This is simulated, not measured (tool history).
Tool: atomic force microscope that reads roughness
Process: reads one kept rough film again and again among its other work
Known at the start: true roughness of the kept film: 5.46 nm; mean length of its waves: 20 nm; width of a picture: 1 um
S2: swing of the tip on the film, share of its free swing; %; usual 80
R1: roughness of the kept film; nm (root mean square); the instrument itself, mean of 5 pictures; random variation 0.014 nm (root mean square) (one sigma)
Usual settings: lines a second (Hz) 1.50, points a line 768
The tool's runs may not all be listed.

run 1 hour=0.0 | lines_a_second_(Hz)=1.50 S2=80 points_a_line=768 | R1=3.098
run 2 hour=11.7 | lines_a_second_(Hz)=1.50 S2=80 points_a_line=670 | R1=3.024
run 3 hour=22.7 | lines_a_second_(Hz)=1.50 S2=80 points_a_line=670 | R1=2.933
run 4 hour=37.1 | lines_a_second_(Hz)=1.50 S2=80 points_a_line=670 | R1=2.788
run 5 hour=46.8 | lines_a_second_(Hz)=1.50 S2=61 points_a_line=768 | R1=3.045
run 6 hour=67.5 | lines_a_second_(Hz)=1.50 S2=61 points_a_line=768 | R1=2.904
run 7 hour=78.0 | lines_a_second_(Hz)=1.50 S2=80 points_a_line=768 | R1=2.561
run 8 hour=96.3 | lines_a_second_(Hz)=1.50 S2=80 points_a_line=768 | R1=2.479
run 9 hour=113.4 | lines_a_second_(Hz)=1.50 S2=64 points_a_line=768 | R1=2.610
run 10 hour=123.5 | lines_a_second_(Hz)=1.50 S2=80 points_a_line=768 | R1=2.350
run 11 hour=139.0 | lines_a_second_(Hz)=1.16 S2=80 points_a_line=768 | R1=2.354
run 12 hour=148.1 | lines_a_second_(Hz)=1.16 S2=80 points_a_line=768 | R1=2.323
run 13 hour=166.0 | lines_a_second_(Hz)=1.16 S2=80 points_a_line=768 | R1=2.245
-- hour=169.3 new tip fitted
run 14 hour=176.4 | lines_a_second_(Hz)=1.16 S2=80 points_a_line=768 | R1=3.421
run 15 hour=195.4 | lines_a_second_(Hz)=1.50 S2=80 points_a_line=768 | R1=3.146
run 16 hour=214.3 | lines_a_second_(Hz)=1.50 S2=80 points_a_line=768 | R1=2.980
run 17 hour=235.5 | lines_a_second_(Hz)=1.50 S2=80 points_a_line=768 | R1=2.849
run 18 hour=253.1 | lines_a_second_(Hz)=1.50 S2=82 points_a_line=768 | R1=2.684
run 19 hour=271.2 | lines_a_second_(Hz)=1.50 S2=80 points_a_line=768 | R1=2.642
run 20 hour=291.2 | lines_a_second_(Hz)=1.50 S2=80 points_a_line=768 | R1=2.537
run 21 hour=313.7 | lines_a_second_(Hz)=1.88 S2=75 points_a_line=747 | R1=2.424
run 22 hour=324.0 | lines_a_second_(Hz)=1.50 S2=73 points_a_line=283 | R1=2.415
run 23 hour=336.7 | lines_a_second_(Hz)=1.50 S2=58 points_a_line=794 | R1=2.578
run 24 hour=347.2 | lines_a_second_(Hz)=1.50 S2=65 points_a_line=562 | R1=2.461
-- hour=363.5 new tip fitted
run 25 hour=366.1 | lines_a_second_(Hz)=0.90 S2=59 points_a_line=906 | R1=3.641
run 26 hour=386.2 | lines_a_second_(Hz)=0.56 S2=66 points_a_line=644 | R1=3.434
run 27 hour=398.2 | lines_a_second_(Hz)=0.56 S2=66 points_a_line=644 | R1=3.364
run 28 hour=409.6 | lines_a_second_(Hz)=0.56 S2=66 points_a_line=644 | R1=3.283
run 29 hour=419.4 | lines_a_second_(Hz)=0.56 S2=66 points_a_line=644 | R1=3.192
run 30 hour=428.8 | lines_a_second_(Hz)=0.88 S2=70 points_a_line=644 | R1=3.049
run 31 hour=439.7 | lines_a_second_(Hz)=2.90 S2=62 points_a_line=588 | R1=2.804
run 32 hour=454.1 | lines_a_second_(Hz)=2.90 S2=62 points_a_line=588 | R1=2.715
run 33 hour=469.8 | lines_a_second_(Hz)=0.50 S2=73 points_a_line=293 | R1=2.793
run 34 hour=490.6 | lines_a_second_(Hz)=0.50 S2=87 points_a_line=677 | R1=2.641
run 35 hour=500.3 | lines_a_second_(Hz)=0.50 S2=87 points_a_line=677 | R1=2.564
run 36 hour=512.1 | lines_a_second_(Hz)=0.53 S2=80 points_a_line=394 | R1=2.537
run 37 hour=521.6 | lines_a_second_(Hz)=0.73 S2=63 points_a_line=574 | R1=2.591
run 38 hour=539.3 | lines_a_second_(Hz)=2.03 S2=84 points_a_line=960 | R1=2.036
run 39 hour=552.7 | lines_a_second_(Hz)=2.03 S2=84 points_a_line=960 | R1=2.000

Forecast each of these 5 alternatives for the next run:
-- hour=557.0 new tip fitted
run A hour=575.7 | lines_a_second_(Hz)=1.54 S2=71 points_a_line=658 | R1=?
-- hour=557.0 new tip fitted
run B hour=575.7 | lines_a_second_(Hz)=3.20 S2=61 points_a_line=451 | R1=?
-- hour=557.0 new tip fitted
run C hour=575.7 | lines_a_second_(Hz)=1.50 S2=73 points_a_line=768 | R1=?
-- hour=557.0 new tip fitted
run D hour=575.7 | lines_a_second_(Hz)=3.57 S2=61 points_a_line=768 | R1=?
-- hour=557.0 new tip fitted
run E hour=575.7 | lines_a_second_(Hz)=1.50 S2=62 points_a_line=990 | R1=?

run=A R1=3.310
run=B R1=3.242
run=C R1=3.286
run=D R1=3.224
run=E R1=3.487
Without the tool's hidden state the same runs would have given:
run=A R1=3.567
run=B R1=3.493
run=C R1=3.541
run=D R1=3.473
run=E R1=3.757
